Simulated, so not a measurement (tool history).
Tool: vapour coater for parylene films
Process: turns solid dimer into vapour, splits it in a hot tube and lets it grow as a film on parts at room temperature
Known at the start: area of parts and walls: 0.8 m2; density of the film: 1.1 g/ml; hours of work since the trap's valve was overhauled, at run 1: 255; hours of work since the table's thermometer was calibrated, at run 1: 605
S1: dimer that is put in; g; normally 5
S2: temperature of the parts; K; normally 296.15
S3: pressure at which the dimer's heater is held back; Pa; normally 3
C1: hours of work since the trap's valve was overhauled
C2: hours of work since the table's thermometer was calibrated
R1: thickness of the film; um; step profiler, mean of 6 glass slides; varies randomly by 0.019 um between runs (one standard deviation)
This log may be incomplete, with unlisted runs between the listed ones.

run 1 hour=0 | S1=5 S2=296.15 S3=3 | C1=255 C2=605 | R1=2.96
run 2 hour=28.9 | S1=5 S2=293.15 S3=3 | C1=276 C2=626 | R1=3.38
run 3 hour=73.5 | S1=5 S2=293.15 S3=3 | C1=308 C2=659 | R1=3.4
run 4 hour=115.4 | S1=5 S2=293.15 S3=3 | C1=339 C2=689 | R1=3.35
run 5 hour=153.6 | S1=5 S2=293.15 S3=3 | C1=367 C2=717 | R1=3.36
run 6 hour=197.9 | S1=5 S2=293.15 S3=3 | C1=399 C2=749 | R1=3.37
run 7 hour=240.4 | S1=5 S2=293.15 S3=3 | C1=430 C2=780 | R1=3.35
-- hour=257.1 trap's valve overhauled
run 8 hour=267.4 | S1=5 S2=296.15 S3=3 | C1=8 C2=797 | R1=3.05
run 9 hour=307.1 | S1=5 S2=296.15 S3=3 | C1=36 C2=826 | R1=3.05
run 10 hour=329.6 | S1=5 S2=296.15 S3=3 | C1=53 C2=842 | R1=3.04
run 11 hour=372.2 | S1=2 S2=296.15 S3=3 | C1=84 C2=873 | R1=1.2
run 12 hour=405.4 | S1=5 S2=296.15 S3=3 | C1=108 C2=898 | R1=2.99
run 13 hour=432.5 | S1=5 S2=289.15 S3=3 | C1=128 C2=917 | R1=4.18
run 14 hour=481 | S1=5 S2=289.15 S3=3 | C1=163 C2=953 | R1=4.24
run 15 hour=503.6 | S1=5 S2=289.15 S3=3 | C1=180 C2=969 | R1=4.21
-- hour=534.4 table's thermometer calibrated
run 16 hour=552.9 | S1=5 S2=289.15 S3=3 | C1=215 C2=13 | R1=4.02
run 17 hour=582.1 | S1=5 S2=289.15 S3=3 | C1=236 C2=35 | R1=4.02
run 18 hour=624.9 | S1=5 S2=289.15 S3=3 | C1=267 C2=66 | R1=4
run 19 hour=648.2 | S1=5 S2=304.15 S3=3 | C1=284 C2=83 | R1=1.99
run 20 hour=685.6 | S1=5 S2=304.15 S3=3 | C1=312 C2=110 | R1=1.96
run 21 hour=738.5 | S1=5 S2=296.15 S3=3 | C1=350 C2=149 | R1=2.88
run 22 hour=790.1 | S1=5 S2=296.15 S3=3 | C1=388 C2=186 | R1=2.85
run 23 hour=827.6 | S1=5 S2=293.15 S3=3 | C1=415 C2=214 | R1=3.28
run 24 hour=856.1 | S1=5 S2=293.15 S3=2.24 | C1=436 C2=235 | R1=3.47
-- hour=864.8 trap's valve overhauled
run 25 hour=903.2 | S1=5 S2=289.15 S3=5.87 | C1=28 C2=266 | R1=3.8
run 26 hour=937.2 | S1=5 S2=289.15 S3=5.87 | C1=53 C2=291 | R1=3.79
run 27 hour=965.1 | S1=5 S2=289.15 S3=5.87 | C1=73 C2=311 | R1=3.76
run 28 hour=990 | S1=6 S2=302.15 S3=2.58 | C1=91 C2=329 | R1=2.75
run 29 hour=1039.8 | S1=5 S2=303.15 S3=2.58 | C1=128 C2=366 | R1=2.21
run 30 hour=1067 | S1=8 S2=296.15 S3=2.51 | C1=147 C2=385 | R1=4.87
run 31 hour=1097.3 | S1=4 S2=293.15 S3=2.51 | C1=169 C2=407 | R1=2.8
run 32 hour=1129.6 | S1=4 S2=293.15 S3=2.51 | C1=193 C2=431 | R1=2.85
run 33 hour=1152.5 | S1=4 S2=299.15 S3=7.75 | C1=210 C2=448 | R1=1.8
run 34 hour=1181.3 | S1=4 S2=298.15 S3=4.12 | C1=231 C2=469 | R1=2.05
run 35 hour=1222.1 | S1=4 S2=298.15 S3=4.12 | C1=260 C2=498 | R1=2.07
run 36 hour=1264.8 | S1=4 S2=305.15 S3=3 | C1=292 C2=530 | R1=1.55
run 37 hour=1298.4 | S1=8 S2=299.15 S3=3 | C1=316 C2=554 | R1=4.07
run 38 hour=1334.9 | S1=5 S2=296.15 S3=2.19 | C1=343 C2=581 | R1=3.05
run 39 hour=1375.4 | S1=5 S2=295.15 S3=3.53 | C1=372 C2=610 | R1=3
run 40 hour=1414.7 | S1=6 S2=303.15 S3=3.34 | C1=401 C2=639 | R1=2.51
run 41 hour=1455.2 | S1=6 S2=303.15 S3=3.34 | C1=430 C2=668 | R1=2.46
-- hour=1473.3 trap's valve overhauled
run 42 hour=1492.4 | S1=3 S2=291.15 S3=11.21 | C1=14 C2=693 | R1=1.92
run 43 hour=1516.1 | S1=6 S2=291.15 S3=2.89 | C1=31 C2=710 | R1=4.69
run 44 hour=1551.2 | S1=5 S2=296.15 S3=2.72 | C1=57 C2=735 | R1=3.08
run 45 hour=1576.9 | S1=5 S2=296.15 S3=2.72 | C1=76 C2=754 | R1=3.13
run 46 hour=1608.2 | S1=3 S2=296.15 S3=4.02 | C1=98 C2=777 | R1=1.71

Below, some changes in R1 between adjacent runs. For each, the amount present without the hidden state too (settings, incoming material, random variation) and the amount remaining for the hidden state with gauge scatter not shared by both compared results:
Hidden state present: vapour lost through the trap's worn valve, %; true temperature of the parts over the reading, C; drift of the gauge itself on film_um, %.
Run 7 -> 8: S2 293.15 -> 296.15, trap's valve overhauled. R1 -0.3 um: hidden state +0.14, all else -0.44.
Run 15 -> 16: table's thermometer calibrated. R1 -0.19 um: hidden state -0.15, all else -0.04.
Run 24 -> 25: S2 293.15 -> 289.15, S3 2.24 -> 5.87, trap's valve overhauled. R1 +0.33 um: hidden state +0.17, all else +0.16.
Run 29 -> 30: S1 5 -> 8, S2 303.15 -> 296.15, S3 2.58 -> 2.51. R1 +2.66 um: hidden state -0.02, all else +2.68.
Run 36 -> 37: S1 4 -> 8, S2 305.15 -> 299.15. R1 +2.52 um: hidden state -0.03, all else +2.55.
Run 42 -> 43: S1 3 -> 6, S3 11.21 -> 2.89. R1 +2.77 um: hidden state +0.06, all else +2.71.

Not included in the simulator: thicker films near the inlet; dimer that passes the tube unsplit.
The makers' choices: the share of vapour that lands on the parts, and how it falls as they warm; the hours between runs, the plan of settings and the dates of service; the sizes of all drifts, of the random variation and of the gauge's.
